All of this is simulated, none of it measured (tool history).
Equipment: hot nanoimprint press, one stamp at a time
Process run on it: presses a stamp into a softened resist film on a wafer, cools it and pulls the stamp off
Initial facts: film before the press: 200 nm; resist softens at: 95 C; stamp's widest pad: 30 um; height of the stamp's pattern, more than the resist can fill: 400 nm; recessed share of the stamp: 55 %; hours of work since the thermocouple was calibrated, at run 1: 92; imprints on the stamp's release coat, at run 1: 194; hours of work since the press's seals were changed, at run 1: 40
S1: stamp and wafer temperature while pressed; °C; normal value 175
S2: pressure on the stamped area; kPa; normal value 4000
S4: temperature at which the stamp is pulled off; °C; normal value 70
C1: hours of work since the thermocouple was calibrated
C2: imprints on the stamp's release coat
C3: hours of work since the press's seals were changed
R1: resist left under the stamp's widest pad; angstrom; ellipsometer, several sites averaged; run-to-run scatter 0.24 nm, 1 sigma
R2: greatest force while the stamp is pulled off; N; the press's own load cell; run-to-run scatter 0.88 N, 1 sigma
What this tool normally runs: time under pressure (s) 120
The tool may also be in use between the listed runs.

Run 1, day 0.000: usual settings; C1 92; C2 194; C3 40. Result: R1 1039 angstrom, R2 155.9 N.
Run 2, day 0.462: usual settings; C1 100; C2 232; C3 47. Result: R1 1041 angstrom, R2 157.3 N.
Run 3, day 1.158: usual settings; C1 112; C2 289; C3 59. Result: R1 1049 angstrom, R2 157.4 N.
Run 4, day 2.008: usual settings; C1 126; C2 358; C3 73. Result: R1 1049 angstrom, R2 159.2 N.
Run 5, day 2.700: usual settings but time under pressure (s) 77; C1 137; C2 414; C3 85. Result: R1 1218 angstrom, R2 163.4 N.
Run 6, day 3.546: usual settings but time under pressure (s) 89; C1 152; C2 484; C3 99. Result: R1 1161 angstrom, R2 163.8 N.
Run 7, day 4.392: usual settings but time under pressure (s) 89; C1 166; C2 552; C3 113. Result: R1 1166 angstrom, R2 164.4 N.
Run 8, day 4.850: usual settings but time under pressure (s) 89; C1 173; C2 590; C3 121. Result: R1 1170 angstrom, R2 165.2 N.
Run 9, day 5.675: usual settings; C1 187; C2 657; C3 135. Result: R1 1056 angstrom, R2 166.9 N.
At day 5.862: plate thermocouple calibrated.
At day 6.471: stamp cleaned and given a new release coat.
Run 10, day 6.788: usual settings; C1 11; C2 25; C3 147. Result: R1 1066 angstrom, R2 153.5 N.
Run 11, day 7.600: usual settings; C1 25; C2 92; C3 161. Result: R1 1072 angstrom, R2 154.1 N.
At day 7.879: plate thermocouple calibrated, once more.
Run 12, day 8.575: usual settings; C1 12; C2 161; C3 175. Result: R1 1020 angstrom, R2 152.9 N.
Run 13, day 9.383: usual settings but time under pressure (s) 158; C1 25; C2 227; C3 188. Result: R1 919 angstrom, R2 154.4 N.
Run 14, day 10.008: usual settings but S2 4690 kPa; C1 36; C2 278; C3 199. Result: R1 963 angstrom, R2 156.1 N.
Run 15, day 10.479: usual settings but S2 4690 kPa; C1 44; C2 317; C3 207. Result: R1 963 angstrom, R2 156.4 N.
Run 16, day 11.121: usual settings but S2 4690 kPa; C1 54; C2 369; C3 217. Result: R1 969 angstrom, R2 160.0 N.
Run 17, day 11.508: usual settings but S1 173 °C, S2 4690 kPa; C1 61; C2 401; C3 224. Result: R1 1034 angstrom, R2 160.9 N.
Run 18, day 12.300: usual settings but time under pressure (s) 74, S4 71 °C; C1 74; C2 465; C3 237. Result: R1 1219 angstrom, R2 158.2 N.
Run 19, day 12.688: usual settings but time under pressure (s) 74, S4 71 °C; C1 80; C2 497; C3 243. Result: R1 1214 angstrom, R2 159.7 N.
Run 20, day 13.450: usual settings but S2 3520 kPa, S4 61 °C; C1 93; C2 559; C3 256. Result: R1 1084 angstrom, R2 186.2 N.
Run 21, day 13.850: usual settings but S1 184 °C, S2 4470 kPa, time under pressure (s) 96, S4 63 °C; C1 100; C2 592; C3 263. Result: R1 798 angstrom, R2 181.6 N.
Run 22, day 14.675: usual settings but S1 184 °C, S2 4470 kPa, time under pressure (s) 96, S4 63 °C; C1 114; C2 659; C3 277. Result: R1 799 angstrom, R2 183.3 N.
At day 15.329: stamp cleaned and given a new release coat.
Run 23, day 15.421: usual settings but S1 186 °C, S2 3590 kPa, time under pressure (s) 84, S4 67 °C; C1 122; C2 7; C3 285. Result: R1 869 angstrom, R2 155.9 N.
Run 24, day 15.771: usual settings but S2 4650 kPa, time under pressure (s) 232, S4 72 °C; C1 128; C2 36; C3 291. Result: R1 754 angstrom, R2 147.3 N.
Run 25, day 16.642: usual settings but S2 2760 kPa, time under pressure (s) 106; C1 142; C2 107; C3 305. Result: R1 1231 angstrom, R2 151.9 N.
Run 26, day 17.388: usual settings but time under pressure (s) 188; C1 155; C2 168; C3 318. Result: R1 881 angstrom, R2 153.2 N.
Run 27, day 17.896: usual settings but S1 168 °C, S2 4940 kPa, time under pressure (s) 134; C1 163; C2 209; C3 326. Result: R1 1174 angstrom, R2 155.4 N.
Run 28, day 18.638: usual settings but S2 2710 kPa; C1 176; C2 270; C3 339. Result: R1 1198 angstrom, R2 154.9 N.
Run 29, day 19.254: usual settings but S2 2710 kPa; C1 186; C2 320; C3 349. Result: R1 1203 angstrom, R2 158.8 N.

Forecast each of these 5 alternatives for the next run:
Run A, day 19.792: usual settings but S1 184 °C, S2 2710 kPa, time under pressure (s) 160; C1 195; C2 364; C3 358. Result: R1 ?, R2 ?.
Run B, day 19.792: usual settings but S2 3440 kPa; C1 195; C2 364; C3 358. Result: R1 ?, R2 ?.
Run C, day 19.792: usual settings but S2 2710 kPa, S4 74 °C; C1 195; C2 364; C3 358. Result: R1 ?, R2 ?.
Run D, day 19.792: usual settings but S2 2710 kPa, S4 65 °C; C1 195; C2 364; C3 358. Result: R1 ?, R2 ?.
Run E, day 19.792: usual settings but S1 166 °C, S2 3490 kPa; C1 195; C2 364; C3 358. Result: R1 ?, R2 ?.

run    R1     R2
  A   807  157.9
  B  1102  158.9
  C  1203  149.1
  D  1204  171.5
  E  1427  157.6
The same runs, with their run-to-run variation unchanged, on a tool lacking any hidden condition would have given:
run    R1     R2
  A   793  148.2
  B  1084  149.0
  C  1185  139.8
  D  1186  161.0
  E  1407  147.8
